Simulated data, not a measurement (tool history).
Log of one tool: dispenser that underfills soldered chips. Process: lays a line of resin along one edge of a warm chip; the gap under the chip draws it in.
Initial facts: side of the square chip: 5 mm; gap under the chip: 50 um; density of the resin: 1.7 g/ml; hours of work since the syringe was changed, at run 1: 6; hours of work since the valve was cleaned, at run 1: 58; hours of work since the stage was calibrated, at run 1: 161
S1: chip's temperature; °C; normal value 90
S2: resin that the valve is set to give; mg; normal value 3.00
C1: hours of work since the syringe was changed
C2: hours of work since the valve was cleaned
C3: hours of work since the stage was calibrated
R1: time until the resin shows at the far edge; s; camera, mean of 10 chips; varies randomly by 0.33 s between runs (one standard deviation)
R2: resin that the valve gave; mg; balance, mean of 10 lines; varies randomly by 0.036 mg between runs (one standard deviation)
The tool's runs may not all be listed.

{"run": 1, "hour": 0.0, "S1": 90, "S2": 3.0, "C1": 6, "C2": 58, "C3": 161, "R1": 18.2, "R2": 2.79}
{"hour": 2.8, "done": "new syringe of resin"}
{"run": 2, "hour": 10.5, "S1": 90, "S2": 3.0, "C1": 6, "C2": 66, "C3": 169, "R1": 17.8, "R2": 2.8}
{"hour": 13.8, "done": "new syringe of resin"}
{"run": 3, "hour": 20.2, "S1": 90, "S2": 3.0, "C1": 5, "C2": 73, "C3": 176, "R1": 17.1, "R2": 2.84}
{"hour": 24.7, "done": "new syringe of resin"}
{"run": 4, "hour": 29.7, "S1": 90, "S2": 3.0, "C1": 4, "C2": 80, "C3": 183, "R1": 15.5, "R2": 2.75}
{"hour": 35.0, "done": "new syringe of resin"}
{"hour": 42.3, "done": "dispensing valve cleaned and set on the balance"}
{"run": 5, "hour": 43.6, "S1": 83, "S2": 3.0, "C1": 6, "C2": 1, "C3": 193, "R1": 25.4, "R2": 3.05}
{"hour": 47.4, "done": "new syringe of resin"}
{"run": 6, "hour": 56.7, "S1": 83, "S2": 3.0, "C1": 7, "C2": 11, "C3": 203, "R1": 26.0, "R2": 3.0}
{"hour": 58.1, "done": "new syringe of resin"}
{"hour": 68.9, "done": "new syringe of resin"}
{"run": 7, "hour": 70.5, "S1": 83, "S2": 3.0, "C1": 1, "C2": 21, "C3": 213, "R1": 18.7, "R2": 2.96}
{"hour": 79.2, "done": "new syringe of resin"}
{"run": 8, "hour": 82.5, "S1": 78, "S2": 2.98, "C1": 3, "C2": 30, "C3": 223, "R1": 26.1, "R2": 2.95}
{"hour": 90.6, "done": "new syringe of resin"}
{"run": 9, "hour": 94.7, "S1": 78, "S2": 2.78, "C1": 3, "C2": 40, "C3": 232, "R1": 27.6, "R2": 2.7}
{"hour": 101.4, "done": "new syringe of resin"}
{"run": 10, "hour": 108.0, "S1": 83, "S2": 3.82, "C1": 5, "C2": 50, "C3": 242, "R1": 22.5, "R2": 3.62}
{"hour": 111.8, "done": "new syringe of resin"}
{"run": 11, "hour": 118.3, "S1": 84, "S2": 2.54, "C1": 5, "C2": 57, "C3": 250, "R1": 24.0, "R2": 2.45}

Predict the results of run 12:
{"hour": 122.7, "done": "new syringe of resin"}
{"run": 12, "hour": 128.0, "S1": 82, "S2": 3.8, "C1": 4, "C2": 65, "C3": 257, "R1": "?", "R2": "?"}

For run 12 the tool returned R1 22.0 s, R2 3.61 mg.
Minus the tool's unlogged condition, the same run would have read R1 17.9 s, R2 3.85 mg.
